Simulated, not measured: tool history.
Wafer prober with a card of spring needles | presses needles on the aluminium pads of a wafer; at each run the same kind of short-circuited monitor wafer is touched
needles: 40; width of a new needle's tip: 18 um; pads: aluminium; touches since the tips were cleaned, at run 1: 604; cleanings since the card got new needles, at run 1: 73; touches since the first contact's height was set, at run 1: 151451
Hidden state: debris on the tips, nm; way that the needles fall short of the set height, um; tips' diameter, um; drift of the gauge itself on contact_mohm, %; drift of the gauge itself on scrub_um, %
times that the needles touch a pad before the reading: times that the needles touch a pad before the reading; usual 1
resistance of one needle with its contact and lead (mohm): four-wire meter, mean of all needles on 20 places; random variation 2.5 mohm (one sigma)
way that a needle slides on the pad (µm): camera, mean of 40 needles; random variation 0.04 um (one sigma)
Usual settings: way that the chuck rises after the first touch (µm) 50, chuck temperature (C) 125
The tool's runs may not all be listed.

run,day,way that the chuck rises after the first touch (µm),chuck temperature (C),times that the needles touch a pad before the reading,touches since the tips were cleaned,cleanings since the card got new needles,touches since the first contact's height was set,resistance of one needle with its contact and lead (mohm),way that a needle slides on the pad (µm)
1,0.000,50,125,1,604,73,151451,356,6.57
# day 0.146: tips cleaned on abrasive film
# day 0.342: tips cleaned on abrasive film
# day 0.538: tips cleaned on abrasive film
# day 0.779: tips cleaned on abrasive film
# day 0.975: tips cleaned on abrasive film
# day 1.167: tips cleaned on abrasive film
2,1.283,50,125,1,1144,79,163889,424,6.22
# day 1.383: tips cleaned on abrasive film
# day 1.579: tips cleaned on abrasive film
# day 1.771: tips cleaned on abrasive film
# day 1.967: tips cleaned on abrasive film
3,2.042,50,125,1,751,83,171227,386,6.24
# day 2.188: tips cleaned on abrasive film
# day 2.383: tips cleaned on abrasive film
# day 2.579: tips cleaned on abrasive film
# day 2.775: tips cleaned on abrasive film
4,2.825,50,125,2,509,87,178793,336,6.16
# day 2.971: tips cleaned on abrasive film
# day 3.167: tips cleaned on abrasive film
# day 3.408: tips cleaned on abrasive film
# day 3.604: tips cleaned on abrasive film
# day 3.846: tips cleaned on abrasive film
# day 4.088: tips cleaned on abrasive film
5,4.121,61,125,1,344,93,191375,336,7.75
# day 4.317: tips cleaned on abrasive film
# day 4.512: tips cleaned on abrasive film
# day 4.708: tips cleaned on abrasive film
# day 4.854: tips cleaned on abrasive film, once more
# day 5.050: tips cleaned on abrasive film
# day 5.242: tips cleaned on abrasive film
# day 5.438: tips cleaned on abrasive film
# day 5.667: tips cleaned on abrasive film
6,5.667,50,125,1,0,101,206306,306,6.08
# day 5.908: tips cleaned on abrasive film
# day 6.104: tips cleaned on abrasive film
# day 6.346: tips cleaned on abrasive film
7,6.462,50,73,1,1149,104,214042,452,6.05
# day 6.562: tips cleaned on abrasive film
# day 6.754: tips cleaned on abrasive film
# day 6.912: height of the first contact set anew
# day 6.962: tips cleaned on abrasive film
# day 7.179: tips cleaned on abrasive film
8,7.179,50,73,1,0,108,2560,283,7.24
# day 7.421: tips cleaned on abrasive film
# day 7.617: tips cleaned on abrasive film
# day 7.808: tips cleaned on abrasive film
# day 8.004: tips cleaned on abrasive film
# day 8.200: tips cleaned on abrasive film
9,8.379,58,121,3,1779,113,14219,327,8.26
# day 8.429: tips cleaned on abrasive film
# day 8.625: tips cleaned on abrasive film
# day 8.821: tips cleaned on abrasive film
# day 9.012: tips cleaned on abrasive film
# day 9.208: tips cleaned on abrasive film
# day 9.404: tips cleaned on abrasive film
10,9.504,31,50,1,998,119,25098,583,4.33
# day 9.604: tips cleaned on abrasive film
# day 9.800: tips cleaned on abrasive film
# day 9.992: tips cleaned on abrasive film
# day 10.188: tips cleaned on abrasive film
# day 10.383: tips cleaned on abrasive film
11,10.454,31,50,1,714,124,34280,483,4.32
# day 10.600: tips cleaned on abrasive film
# day 10.796: tips cleaned on abrasive film
# day 10.992: tips cleaned on abrasive film
# day 11.188: tips cleaned on abrasive film
# day 11.429: tips cleaned on abrasive film
# day 11.621: tips cleaned on abrasive film
# day 11.862: tips cleaned on abrasive film
12,11.975,31,50,1,1106,131,49033,583,4.25
# day 12.075: tips cleaned on abrasive film
# day 12.317: tips cleaned on abrasive film
# day 12.512: tips cleaned on abrasive film
# day 12.708: tips cleaned on abrasive film
# day 12.900: tips cleaned on abrasive film
# day 13.096: tips cleaned on abrasive film
13,13.117,50,125,2,216,137,60072,308,6.97
# day 13.312: tips cleaned on abrasive film
# day 13.508: tips cleaned on abrasive film
# day 13.700: tips cleaned on abrasive film
# day 13.896: tips cleaned on abrasive film
14,14.046,54,34,1,1484,141,69082,395,7.46
# day 14.100: tips cleaned on abrasive film
# day 14.292: tips cleaned on abrasive film
# day 14.488: tips cleaned on abrasive film
# day 14.683: tips cleaned on abrasive film
# day 14.925: tips cleaned on abrasive film
# day 15.121: tips cleaned on abrasive film
# day 15.362: tips cleaned on abrasive film
# day 15.554: tips cleaned on abrasive film
15,15.746,54,34,1,1872,149,85541,449,7.42
# day 15.796: tips cleaned on abrasive film
# day 16.038: tips cleaned on abrasive film
# day 16.233: tips cleaned on abrasive film
# day 16.429: tips cleaned on abrasive film
# day 16.625: tips cleaned on abrasive film
16,16.675,54,34,1,513,154,94523,339,7.35

Forecast each of these 3 alternatives for the next run:
# day 16.821: tips cleaned on abrasive film
# day 17.017: tips cleaned on abrasive film
# day 17.212: tips cleaned on abrasive film
# day 17.404: tips cleaned on abrasive film
# day 17.600: tips cleaned on abrasive film
# day 17.796: tips cleaned on abrasive film
# day 17.988: tips cleaned on abrasive film
A,18.129,49,41,3,1400,161,108623,?,?
# day 16.821: tips cleaned on abrasive film
# day 17.017: tips cleaned on abrasive film
# day 17.212: tips cleaned on abrasive film
# day 17.404: tips cleaned on abrasive film
# day 17.600: tips cleaned on abrasive film
# day 17.796: tips cleaned on abrasive film
# day 17.988: tips cleaned on abrasive film
B,18.129,54,34,3,1400,161,108623,?,?
# day 16.821: tips cleaned on abrasive film
# day 17.017: tips cleaned on abrasive film
# day 17.212: tips cleaned on abrasive film
# day 17.404: tips cleaned on abrasive film
# day 17.600: tips cleaned on abrasive film
# day 17.796: tips cleaned on abrasive film
# day 17.988: tips cleaned on abrasive film
C,18.129,46,125,1,1400,161,108623,?,?

run,resistance of one needle with its contact and lead (mohm),way that a needle slides on the pad (µm)
A,335,6.62
B,322,7.39
C,487,6.18
Without the tool's hidden state the same runs would have given:
run,resistance of one needle with its contact and lead (mohm),way that a needle slides on the pad (µm)
A,260,7.08
B,260,7.85
C,288,6.63
